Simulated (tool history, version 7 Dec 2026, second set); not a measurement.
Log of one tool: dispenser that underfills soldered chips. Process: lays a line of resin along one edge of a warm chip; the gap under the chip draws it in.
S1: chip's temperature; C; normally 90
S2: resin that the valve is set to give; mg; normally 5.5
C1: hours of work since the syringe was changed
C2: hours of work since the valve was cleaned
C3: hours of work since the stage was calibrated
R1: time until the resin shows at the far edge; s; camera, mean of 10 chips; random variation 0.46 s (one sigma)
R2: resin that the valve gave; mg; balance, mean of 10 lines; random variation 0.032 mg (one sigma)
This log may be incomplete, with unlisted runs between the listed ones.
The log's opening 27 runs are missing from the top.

run   hour   S1    S2  C1  C2   C3    R1    R2
     223.8  -- new syringe of resin
 28  230.9   85  5.24   5  29  199  53.8  5.14
 29  235.7   85  5.24   9  33  203  61.9  5.17
       239  -- new syringe of resin
 30  243.3   80  5.26   3  38  208  64.6  5.18
     254.3  -- new syringe of resin
 31  254.3   85  6.26   0  46  217  44.1  6.13
 32  258.8   77  6.12   3  50  220  75.5     6
 33  268.7   77  6.12  11  57  227  96.6  5.98
     269.6  -- new syringe of resin
 34  278.4   77  6.12   7  64  235  82.3  5.95
     285.7  -- new syringe of resin
 35  287.2   77  6.12   1  71  241  69.7  5.86
 36  297.5  103  5.48   9  79  249  25.8  5.28
     301.8  -- new syringe of resin
 37  305.9  103  5.48   3  85  255  21.8  5.25

Branching from run 37: 3 alternative next runs. What would each branch give?
  A  314.6  90  5.51  10  91  262   ?   ?
  B  314.6  86  5.86  10  91  262   ?   ?
  C  314.6  99  5.27  10  91  262   ?   ?

run    R1    R2
  A  50.7  5.29
  B    60  5.59
  C  32.9  5.07
The same runs, with their run-to-run variation unchanged, on a tool lacking any hidden condition would have given:
run    R1    R2
  A  34.8  5.53
  B  41.1  5.85
  C  22.6   5.3
